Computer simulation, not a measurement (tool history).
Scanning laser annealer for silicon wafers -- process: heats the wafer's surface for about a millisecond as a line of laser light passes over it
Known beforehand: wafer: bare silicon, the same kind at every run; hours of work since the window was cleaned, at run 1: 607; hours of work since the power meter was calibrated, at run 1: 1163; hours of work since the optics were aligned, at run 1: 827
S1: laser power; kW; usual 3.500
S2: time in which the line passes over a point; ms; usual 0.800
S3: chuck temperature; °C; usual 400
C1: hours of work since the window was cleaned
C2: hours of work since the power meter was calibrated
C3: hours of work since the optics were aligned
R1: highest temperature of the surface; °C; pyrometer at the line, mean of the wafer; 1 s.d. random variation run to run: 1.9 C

run,day,S1,S2,S3,C1,C2,C3,R1
1,0.000,3.500,0.800,400,607,1163,827,1103
2,2.212,3.500,0.800,400,649,1205,868,1101
3,4.129,3.500,0.800,400,685,1241,904,1098
4,6.271,3.500,0.800,400,725,1281,945,1098
5,7.775,3.500,0.627,400,754,1310,973,1011
6,8.883,3.500,0.695,400,775,1331,994,1043
# day 10.892: window over the wafer cleaned
7,11.192,3.442,0.800,400,6,1372,1036,1117
8,13.338,3.442,0.800,400,46,1413,1076,1117
9,14.771,3.442,0.800,400,73,1440,1103,1111
10,16.179,3.500,0.985,400,99,1466,1130,1207
11,17.225,3.500,0.985,400,119,1486,1149,1207
12,18.142,3.500,0.985,400,136,1503,1166,1204
13,19.546,3.500,0.985,400,163,1530,1193,1206
14,21.767,3.500,0.800,400,205,1571,1235,1120
15,23.979,3.500,0.800,400,246,1613,1276,1114
16,24.958,3.500,0.800,400,265,1632,1295,1113
17,26.933,3.500,0.800,400,302,1669,1332,1113
18,28.996,3.416,0.953,363,341,1708,1371,1122
19,30.392,3.393,0.624,400,367,1734,1397,997
20,31.425,3.828,0.624,400,386,1753,1416,1092
21,32.379,3.259,0.689,389,404,1771,1434,992
22,33.383,3.259,0.689,389,423,1790,1453,989
23,34.992,3.259,0.689,426,454,1820,1484,1026
24,37.233,3.259,0.689,426,496,1863,1526,1026
25,38.942,3.259,0.689,426,528,1895,1558,1022
26,40.462,3.259,0.652,426,557,1923,1587,1000
27,42.192,3.259,0.652,426,589,1956,1619,1004
# day 43.112: optics aligned, line set to its width
28,43.321,3.259,0.652,426,606,1973,4,1020
29,45.029,3.259,0.652,426,639,2005,36,1016
30,47.129,3.848,0.800,362,678,2045,76,1163
31,48.558,3.721,0.970,400,705,2072,103,1251
32,49.592,3.000,0.569,394,724,2091,122,888
33,51.508,3.500,0.793,400,761,2127,158,1110
34,53.404,3.500,0.696,431,796,2163,194,1090

Describe how what the log doesn't record of the tool's condition differs between the last listed run preceding each entry between runs and the first listed run following it.
Logged between run 6 and run 7: window over the wafer cleaned (day 10.892)
  light that passes the window, % of a clean one's: 95.72 -> 99.89; laser's true power over the reading, %: 0.21 -> 0.22; width of the line over the set one, %: 3.05 -> 3.18
  difference, measured minus the result without the unlogged condition, R1: -46 -> -14 °C
Logged between run 27 and run 28: optics aligned, line set to its width (day 43.112)
  light that passes the window, % of a clean one's: 96.99 -> 96.9; width of the line over the set one, %: 4.93 -> 0.17
  difference, measured minus the result without the unlogged condition, R1: -37 -> -20 °C
